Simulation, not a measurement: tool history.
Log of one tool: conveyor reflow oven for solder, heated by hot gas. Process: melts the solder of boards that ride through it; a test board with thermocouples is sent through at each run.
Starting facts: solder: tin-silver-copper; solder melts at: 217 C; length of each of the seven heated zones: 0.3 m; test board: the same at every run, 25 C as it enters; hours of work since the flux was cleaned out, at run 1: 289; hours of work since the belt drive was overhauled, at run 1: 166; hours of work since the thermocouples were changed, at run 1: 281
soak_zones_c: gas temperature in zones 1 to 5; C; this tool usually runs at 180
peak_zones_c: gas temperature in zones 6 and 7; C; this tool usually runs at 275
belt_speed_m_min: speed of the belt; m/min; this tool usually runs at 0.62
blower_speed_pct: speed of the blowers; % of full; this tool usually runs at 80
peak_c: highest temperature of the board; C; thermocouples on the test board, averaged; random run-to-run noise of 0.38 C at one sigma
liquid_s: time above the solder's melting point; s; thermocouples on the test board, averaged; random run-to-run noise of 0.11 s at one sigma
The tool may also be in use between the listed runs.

| run | day | soak_zones_c | peak_zones_c | belt_speed_m_min | blower_speed_pct | hours of work since the flux was cleaned out | hours of work since the belt drive was overhauled | hours of work since the thermocouples were changed | peak_c | liquid_s |
|---|---|---|---|---|---|---|---|---|---|---|
| 1 | 0 | 180 | 275 | 0.62 | 80 | 289 | 166 | 281 | 260.7 | 49.4 |
| 2 | 0.296 | 190 | 275 | 0.62 | 80 | 294 | 170 | 285 | 262.2 | 53.1 |
|  | 0.571 | flux residue cleaned out of gas plates and filters |
| 3 | 0.85 | 192 | 275 | 0.62 | 80 | 4 | 176 | 291 | 264.4 | 54.8 |
| 4 | 1.179 | 192 | 275 | 0.62 | 80 | 10 | 181 | 296 | 264.7 | 54.8 |
| 5 | 1.408 | 180 | 265 | 0.62 | 80 | 13 | 185 | 300 | 254 | 47.1 |
| 6 | 1.65 | 180 | 265 | 0.62 | 51 | 17 | 188 | 303 | 247.2 | 42.3 |
| 7 | 1.825 | 180 | 265 | 0.62 | 51 | 20 | 191 | 306 | 247.7 | 42.1 |
| 8 | 2.004 | 180 | 265 | 0.62 | 51 | 22 | 194 | 309 | 248.2 | 42.2 |
| 9 | 2.258 | 173 | 275 | 0.62 | 80 | 26 | 198 | 313 | 261.5 | 48.6 |
| 10 | 2.6 | 173 | 287 | 0.62 | 80 | 32 | 203 | 318 | 272.9 | 52.3 |
| 11 | 2.846 | 173 | 287 | 0.62 | 80 | 36 | 207 | 322 | 272.7 | 52.3 |
|  | 3.046 | belt drive overhauled, speed set with a stopwatch |
| 12 | 3.288 | 180 | 273 | 0.62 | 80 | 40 | 4 | 326 | 261.2 | 50.2 |
| 13 | 3.662 | 190 | 273 | 0.62 | 80 | 46 | 10 | 332 | 262.3 | 53.5 |
| 14 | 3.846 | 190 | 273 | 0.62 | 80 | 49 | 13 | 335 | 262.2 | 53.5 |
| 15 | 4.008 | 180 | 275 | 0.62 | 80 | 51 | 15 | 338 | 263.4 | 50.8 |
|  | 4.429 | belt drive overhauled, speed set with a stopwatch, once more |
| 16 | 4.512 | 180 | 275 | 0.667 | 80 | 57 | 1 | 343 | 260.2 | 45.6 |
| 17 | 4.888 | 167 | 275 | 0.62 | 80 | 62 | 7 | 349 | 260.8 | 46.6 |
| 18 | 5.125 | 167 | 275 | 0.62 | 80 | 66 | 11 | 353 | 261.2 | 46.2 |
| 19 | 5.329 | 194 | 275 | 0.685 | 80 | 69 | 14 | 356 | 261.7 | 49 |
| 20 | 5.558 | 180 | 264 | 0.62 | 53 | 73 | 18 | 359 | 247.4 | 41.5 |
| 21 | 5.8 | 180 | 264 | 0.62 | 53 | 77 | 22 | 363 | 247.5 | 41.5 |
| 22 | 6.017 | 180 | 284 | 0.62 | 85 | 80 | 25 | 367 | 271.3 | 53.3 |
| 23 | 6.275 | 168 | 282 | 0.701 | 65 | 84 | 29 | 371 | 259 | 39.5 |
| 24 | 6.65 | 183 | 282 | 0.692 | 65 | 90 | 35 | 376 | 262.6 | 45.1 |
| 25 | 6.992 | 180 | 275 | 0.581 | 75 | 95 | 40 | 382 | 263.7 | 54.2 |
| 26 | 7.262 | 168 | 275 | 0.659 | 75 | 100 | 44 | 386 | 257.2 | 42 |
| 27 | 7.642 | 168 | 275 | 0.659 | 75 | 106 | 50 | 392 | 257.7 | 42 |
| 28 | 7.821 | 168 | 275 | 0.659 | 75 | 108 | 53 | 395 | 257.4 | 42 |
| 29 | 8.108 | 168 | 275 | 0.659 | 75 | 113 | 58 | 399 | 257.5 | 41.9 |
| 30 | 8.442 | 193 | 275 | 0.62 | 80 | 118 | 63 | 405 | 264.4 | 54.5 |
| 31 | 8.775 | 180 | 276 | 0.62 | 80 | 123 | 68 | 410 | 262.7 | 50.4 |
| 32 | 9.15 | 194 | 267 | 0.557 | 80 | 129 | 74 | 416 | 259.6 | 59.8 |

Consider 3 possible next runs. They are alternatives, not a sequence: every one starts from the tool as it was left by run 32. What does each give?
| A | 9.342 | 178 | 266 | 0.729 | 80 | 132 | 77 | 419 | ? | ? |
| B | 9.342 | 166 | 279 | 0.714 | 80 | 132 | 77 | 419 | ? | ? |
| C | 9.342 | 194 | 267 | 0.635 | 80 | 132 | 77 | 419 | ? | ? |

| run | peak_c | liquid_s |
|---|---|---|
| A | 249.2 | 35.9 |
| B | 259.3 | 38.5 |
| C | 256.2 | 51 |
Without the tool's unlogged condition, the same runs would have read:
| run | peak_c | liquid_s |
|---|---|---|
| A | 251.1 | 37.1 |
| B | 261.5 | 39.5 |
| C | 257.7 | 51.6 |
